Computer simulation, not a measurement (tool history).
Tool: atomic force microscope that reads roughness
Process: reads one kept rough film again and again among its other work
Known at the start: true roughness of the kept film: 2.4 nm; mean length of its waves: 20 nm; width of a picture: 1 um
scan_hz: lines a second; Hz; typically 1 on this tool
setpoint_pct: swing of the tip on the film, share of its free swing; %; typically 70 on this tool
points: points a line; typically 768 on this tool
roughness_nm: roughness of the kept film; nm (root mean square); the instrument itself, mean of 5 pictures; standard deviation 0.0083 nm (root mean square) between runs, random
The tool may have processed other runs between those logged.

{"run": 1, "day": 0.0, "scan_hz": 1, "setpoint_pct": 70, "points": 768, "roughness_nm": 1.5}
{"run": 2, "day": 0.625, "scan_hz": 1, "setpoint_pct": 70, "points": 768, "roughness_nm": 1.455}
{"run": 3, "day": 1.267, "scan_hz": 1, "setpoint_pct": 77, "points": 768, "roughness_nm": 1.382}
{"run": 4, "day": 1.679, "scan_hz": 1, "setpoint_pct": 77, "points": 768, "roughness_nm": 1.35}
{"run": 5, "day": 2.292, "scan_hz": 1, "setpoint_pct": 77, "points": 768, "roughness_nm": 1.326}
{"run": 6, "day": 2.671, "scan_hz": 1, "setpoint_pct": 77, "points": 768, "roughness_nm": 1.283}
{"run": 7, "day": 3.3, "scan_hz": 1, "setpoint_pct": 77, "points": 768, "roughness_nm": 1.257}
{"run": 8, "day": 3.679, "scan_hz": 1.49, "setpoint_pct": 70, "points": 768, "roughness_nm": 1.249}
{"day": 4.121, "done": "new tip fitted"}
{"run": 9, "day": 4.271, "scan_hz": 1.49, "setpoint_pct": 70, "points": 768, "roughness_nm": 1.745}
{"run": 10, "day": 4.754, "scan_hz": 1.49, "setpoint_pct": 70, "points": 768, "roughness_nm": 1.685}
{"run": 11, "day": 5.125, "scan_hz": 1.49, "setpoint_pct": 70, "points": 768, "roughness_nm": 1.67}
{"run": 12, "day": 5.533, "scan_hz": 1.49, "setpoint_pct": 70, "points": 768, "roughness_nm": 1.61}
{"run": 13, "day": 5.85, "scan_hz": 0.89, "setpoint_pct": 70, "points": 768, "roughness_nm": 1.645}
{"run": 14, "day": 6.358, "scan_hz": 0.89, "setpoint_pct": 70, "points": 768, "roughness_nm": 1.59}
{"run": 15, "day": 6.667, "scan_hz": 1, "setpoint_pct": 70, "points": 693, "roughness_nm": 1.552}
{"run": 16, "day": 7.083, "scan_hz": 1, "setpoint_pct": 70, "points": 693, "roughness_nm": 1.525}
{"run": 17, "day": 7.45, "scan_hz": 1, "setpoint_pct": 70, "points": 693, "roughness_nm": 1.505}
{"run": 18, "day": 8.033, "scan_hz": 1, "setpoint_pct": 82, "points": 775, "roughness_nm": 1.387}
{"run": 19, "day": 8.708, "scan_hz": 1, "setpoint_pct": 65, "points": 941, "roughness_nm": 1.428}
{"run": 20, "day": 9.033, "scan_hz": 1, "setpoint_pct": 65, "points": 941, "roughness_nm": 1.401}
{"run": 21, "day": 9.371, "scan_hz": 1, "setpoint_pct": 65, "points": 941, "roughness_nm": 1.379}
{"run": 22, "day": 10.062, "scan_hz": 1, "setpoint_pct": 65, "points": 941, "roughness_nm": 1.345}
{"run": 23, "day": 10.542, "scan_hz": 1, "setpoint_pct": 65, "points": 941, "roughness_nm": 1.314}
{"run": 24, "day": 11.042, "scan_hz": 1.96, "setpoint_pct": 68, "points": 390, "roughness_nm": 1.205}
{"run": 25, "day": 11.538, "scan_hz": 1.92, "setpoint_pct": 61, "points": 274, "roughness_nm": 1.197}
{"day": 11.908, "done": "new tip fitted"}
{"run": 26, "day": 12.042, "scan_hz": 3.74, "setpoint_pct": 62, "points": 657, "roughness_nm": 1.698}
{"run": 27, "day": 12.562, "scan_hz": 3.74, "setpoint_pct": 62, "points": 720, "roughness_nm": 1.658}

The next listed run, before its measurement:
{"run": 28, "day": 13.125, "scan_hz": 3.74, "setpoint_pct": 62, "points": 720, "roughness_nm": "?"}

Run 28 gave roughness_nm 1.611 nm (root mean square).
With no hidden state in the tool, this same run would have given roughness_nm 1.718 nm (root mean square).
